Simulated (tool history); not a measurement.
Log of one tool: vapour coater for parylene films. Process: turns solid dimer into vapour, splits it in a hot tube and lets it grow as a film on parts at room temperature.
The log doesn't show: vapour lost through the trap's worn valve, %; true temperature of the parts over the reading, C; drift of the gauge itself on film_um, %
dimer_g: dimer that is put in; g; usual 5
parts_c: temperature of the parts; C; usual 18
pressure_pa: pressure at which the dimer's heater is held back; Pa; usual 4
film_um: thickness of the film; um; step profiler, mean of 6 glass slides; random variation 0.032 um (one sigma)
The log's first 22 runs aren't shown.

run,hour,dimer_g,parts_c,pressure_pa,hours of work since the trap's valve was overhauled,hours of work since the table's thermometer was calibrated,film_um
23,290.1,4,14,3.43,158,452,2.69
24,301.6,4,14,3.43,164,458,2.69
25,308.9,4,18,7.25,168,462,2.28
26,325.5,4,18,4.04,176,470,2.35
27,342.9,4,28,2.01,185,479,1.76
28,352.4,4,28,2.01,189,483,1.79
29,361.7,4,30,4,194,488,1.61
30,377.1,5,14,6.48,202,496,3.18
31,390.9,5,12,4,209,503,3.51
32,401.5,5,12,4,214,508,3.48
33,411.7,5,12,4,219,513,3.54
34,427.9,5,15,2.36,227,521,3.26

Forecast run 35:
35,441,5,20,3.98,234,528,?

film_um: 2.72 um
Without the tool's hidden state the same run would have given film_um 2.96 um.

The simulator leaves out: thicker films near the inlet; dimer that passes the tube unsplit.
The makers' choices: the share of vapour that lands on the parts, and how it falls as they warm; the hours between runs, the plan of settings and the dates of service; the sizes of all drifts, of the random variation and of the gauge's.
